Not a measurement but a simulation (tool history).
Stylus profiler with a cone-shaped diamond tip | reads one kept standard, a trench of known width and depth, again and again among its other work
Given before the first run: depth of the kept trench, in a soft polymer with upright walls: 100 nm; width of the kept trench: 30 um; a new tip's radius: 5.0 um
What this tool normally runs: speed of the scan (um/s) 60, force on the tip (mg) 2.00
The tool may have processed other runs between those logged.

run	hour	speed of the scan (um/s)	force on the tip (mg)	depth of the trench (nm)	width of the trench's floor (um)
1	0.0	60	2.00	100.22	27.35
2	12.7	60	2.00	100.16	27.32
3	31.2	28	2.00	100.34	27.42
4	46.7	28	2.00	100.28	27.43
5	66.4	28	2.00	100.27	27.38
6	91.5	28	1.37	100.09	27.42
7	109.7	15	2.00	100.36	27.49
8	135.5	15	2.00	100.28	27.46
9	148.3	15	2.00	100.22	27.41
10	172.9	60	5.51	100.68	27.33
11	198.6	60	5.51	100.69	27.35
12	219.3	60	5.51	100.70	27.32
13	235.9	60	5.51	100.66	27.32
14	263.6	60	5.51	100.88	27.34
15	279.0	60	5.51	100.95	27.28
16	302.1	60	5.51	100.79	27.26
17	318.7	60	5.51	100.69	27.26
18	336.2	60	5.51	100.74	27.29
19	350.5	60	3.60	100.60	27.20
20	375.3	60	3.60	100.63	27.22
21	397.5	60	3.60	100.40	27.23
22	415.2	88	3.46	100.33	27.18
23	443.4	29	2.00	100.01	27.20
24	462.2	29	2.00	100.23	27.26

Estimate the outcome of run 25 from the log above:
25	485.7	18	0.96	?	?

{"run 25": {"depth of the trench (nm)": 99.78, "width of the trench's floor (um)": 27.29}}
With the hidden condition absent and the run-to-run variation left alone, this run would have shown depth of the trench (nm) 100.29, width of the trench's floor (um) 27.94.

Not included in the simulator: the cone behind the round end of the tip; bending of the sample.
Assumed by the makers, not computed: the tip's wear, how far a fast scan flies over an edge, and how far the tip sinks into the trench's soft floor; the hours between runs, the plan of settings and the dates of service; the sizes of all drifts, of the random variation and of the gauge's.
